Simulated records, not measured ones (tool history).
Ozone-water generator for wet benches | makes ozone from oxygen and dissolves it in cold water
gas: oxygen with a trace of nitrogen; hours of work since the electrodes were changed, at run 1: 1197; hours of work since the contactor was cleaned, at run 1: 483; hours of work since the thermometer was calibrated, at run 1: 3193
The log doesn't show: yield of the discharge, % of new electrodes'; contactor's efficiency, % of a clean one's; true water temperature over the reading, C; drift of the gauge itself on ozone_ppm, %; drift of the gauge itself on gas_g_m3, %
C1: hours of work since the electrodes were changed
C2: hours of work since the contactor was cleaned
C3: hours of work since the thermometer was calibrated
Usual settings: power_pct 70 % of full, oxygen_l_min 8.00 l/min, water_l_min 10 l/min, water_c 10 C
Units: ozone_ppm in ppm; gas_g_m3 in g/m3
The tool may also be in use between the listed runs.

run 1 day=0.000 | power_pct=70 oxygen_l_min=8.00 water_l_min=10 water_c=10 | C1=1197 C2=483 C3=3193 | ozone_ppm=41.5 gas_g_m3=212.5
run 2 day=3.121 | power_pct=70 oxygen_l_min=8.00 water_l_min=10 water_c=10 | C1=1258 C2=543 C3=3254 | ozone_ppm=41.7 gas_g_m3=212.1
run 3 day=4.467 | power_pct=70 oxygen_l_min=8.00 water_l_min=10 water_c=10 | C1=1284 C2=569 C3=3280 | ozone_ppm=41.3 gas_g_m3=208.4
run 4 day=6.258 | power_pct=52 oxygen_l_min=8.00 water_l_min=10 water_c=10 | C1=1318 C2=603 C3=3314 | ozone_ppm=35.0 gas_g_m3=177.0
run 5 day=7.883 | power_pct=52 oxygen_l_min=8.00 water_l_min=10 water_c=10 | C1=1350 C2=635 C3=3346 | ozone_ppm=35.1 gas_g_m3=177.1
run 6 day=10.225 | power_pct=52 oxygen_l_min=8.00 water_l_min=10 water_c=10 | C1=1395 C2=680 C3=3391 | ozone_ppm=35.2 gas_g_m3=175.9
run 7 day=11.638 | power_pct=70 oxygen_l_min=8.00 water_l_min=10 water_c=10 | C1=1422 C2=707 C3=3418 | ozone_ppm=41.4 gas_g_m3=210.6
run 8 day=13.933 | power_pct=70 oxygen_l_min=8.00 water_l_min=10 water_c=10 | C1=1466 C2=752 C3=3463 | ozone_ppm=41.5 gas_g_m3=208.2
run 9 day=15.846 | power_pct=70 oxygen_l_min=8.00 water_l_min=10 water_c=10 | C1=1503 C2=789 C3=3499 | ozone_ppm=41.9 gas_g_m3=208.5
run 10 day=17.254 | power_pct=70 oxygen_l_min=8.00 water_l_min=10 water_c=10 | C1=1530 C2=816 C3=3527 | ozone_ppm=42.0 gas_g_m3=208.4
run 11 day=19.404 | power_pct=70 oxygen_l_min=8.00 water_l_min=10 water_c=10 | C1=1572 C2=857 C3=3568 | ozone_ppm=42.3 gas_g_m3=205.9
run 12 day=21.983 | power_pct=70 oxygen_l_min=8.00 water_l_min=11 water_c=10 | C1=1622 C2=907 C3=3618 | ozone_ppm=39.6 gas_g_m3=206.2
run 13 day=25.112 | power_pct=70 oxygen_l_min=8.00 water_l_min=10 water_c=10 | C1=1682 C2=967 C3=3678 | ozone_ppm=41.6 gas_g_m3=206.2
run 14 day=26.712 | power_pct=70 oxygen_l_min=8.00 water_l_min=10 water_c=10 | C1=1713 C2=998 C3=3709 | ozone_ppm=41.6 gas_g_m3=208.1
run 15 day=29.908 | power_pct=70 oxygen_l_min=8.00 water_l_min=10 water_c=10 | C1=1775 C2=1060 C3=3771 | ozone_ppm=41.3 gas_g_m3=204.8
run 16 day=31.825 | power_pct=70 oxygen_l_min=8.00 water_l_min=10 water_c=10 | C1=1812 C2=1097 C3=3808 | ozone_ppm=41.6 gas_g_m3=206.3
run 17 day=34.146 | power_pct=46 oxygen_l_min=8.00 water_l_min=10 water_c=10 | C1=1857 C2=1142 C3=3853 | ozone_ppm=33.1 gas_g_m3=162.6
run 18 day=36.192 | power_pct=70 oxygen_l_min=6.57 water_l_min=7 water_c=10 | C1=1896 C2=1181 C3=3892 | ozone_ppm=51.9 gas_g_m3=220.0
-- day=37.208 gauge calibrated
run 19 day=39.312 | power_pct=70 oxygen_l_min=6.57 water_l_min=7 water_c=10 | C1=1956 C2=1242 C3=3953 | ozone_ppm=51.6 gas_g_m3=228.3
run 20 day=42.408 | power_pct=70 oxygen_l_min=7.75 water_l_min=10 water_c=10 | C1=2016 C2=1301 C3=4012 | ozone_ppm=42.4 gas_g_m3=211.5
run 21 day=43.721 | power_pct=91 oxygen_l_min=8.00 water_l_min=10 water_c=12 | C1=2041 C2=1327 C3=4038 | ozone_ppm=46.4 gas_g_m3=245.9
run 22 day=45.729 | power_pct=91 oxygen_l_min=8.00 water_l_min=10 water_c=12 | C1=2080 C2=1366 C3=4076 | ozone_ppm=46.2 gas_g_m3=244.3
run 23 day=47.746 | power_pct=59 oxygen_l_min=9.52 water_l_min=11 water_c=12 | C1=2119 C2=1405 C3=4115 | ozone_ppm=33.7 gas_g_m3=175.9
run 24 day=50.004 | power_pct=70 oxygen_l_min=4.76 water_l_min=9 water_c=7 | C1=2163 C2=1448 C3=4159 | ozone_ppm=47.3 gas_g_m3=259.5
run 25 day=52.392 | power_pct=85 oxygen_l_min=8.00 water_l_min=15 water_c=10 | C1=2209 C2=1494 C3=4205 | ozone_ppm=35.1 gas_g_m3=233.1
run 26 day=53.904 | power_pct=44 oxygen_l_min=8.74 water_l_min=8 water_c=6 | C1=2238 C2=1523 C3=4234 | ozone_ppm=39.6 gas_g_m3=153.5
run 27 day=56.688 | power_pct=70 oxygen_l_min=4.96 water_l_min=14 water_c=10 | C1=2292 C2=1577 C3=4288 | ozone_ppm=32.4 gas_g_m3=251.7
run 28 day=59.104 | power_pct=70 oxygen_l_min=4.96 water_l_min=14 water_c=10 | C1=2339 C2=1624 C3=4335 | ozone_ppm=32.0 gas_g_m3=254.0
run 29 day=61.671 | power_pct=70 oxygen_l_min=6.22 water_l_min=14 water_c=10 | C1=2388 C2=1673 C3=4384 | ozone_ppm=32.6 gas_g_m3=230.4
run 30 day=64.471 | power_pct=52 oxygen_l_min=6.98 water_l_min=10 water_c=9 | C1=2442 C2=1727 C3=4438 | ozone_ppm=36.1 gas_g_m3=185.0
-- day=65.654 gauge calibrated
run 31 day=66.979 | power_pct=50 oxygen_l_min=4.27 water_l_min=10 water_c=6 | C1=2491 C2=1776 C3=4487 | ozone_ppm=36.5 gas_g_m3=226.6
run 32 day=69.621 | power_pct=50 oxygen_l_min=4.27 water_l_min=10 water_c=6 | C1=2542 C2=1827 C3=4538 | ozone_ppm=36.1 gas_g_m3=225.1
run 33 day=71.917 | power_pct=88 oxygen_l_min=13.63 water_l_min=10 water_c=10 | C1=2586 C2=1871 C3=4582 | ozone_ppm=44.5 gas_g_m3=192.0

Forecast each of these 4 alternatives for the next run:
run A day=74.821 | power_pct=70 oxygen_l_min=8.58 water_l_min=11 water_c=14 | C1=2642 C2=1927 C3=4638 | ozone_ppm=? gas_g_m3=?
run B day=74.821 | power_pct=61 oxygen_l_min=13.87 water_l_min=14 water_c=10 | C1=2642 C2=1927 C3=4638 | ozone_ppm=? gas_g_m3=?
run C day=74.821 | power_pct=70 oxygen_l_min=8.00 water_l_min=13 water_c=10 | C1=2642 C2=1927 C3=4638 | ozone_ppm=? gas_g_m3=?
run D day=74.821 | power_pct=70 oxygen_l_min=12.30 water_l_min=10 water_c=10 | C1=2642 C2=1927 C3=4638 | ozone_ppm=? gas_g_m3=?

run=A ozone_ppm=36.1 gas_g_m3=204.6
run=B ozone_ppm=29.7 gas_g_m3=155.3
run=C ozone_ppm=34.8 gas_g_m3=209.8
run=D ozone_ppm=39.9 gas_g_m3=174.6
Without the tool's hidden state the same runs would have given:
run=A ozone_ppm=36.1 gas_g_m3=206.3
run=B ozone_ppm=29.7 gas_g_m3=156.5
run=C ozone_ppm=34.8 gas_g_m3=211.4
run=D ozone_ppm=40.0 gas_g_m3=176.0
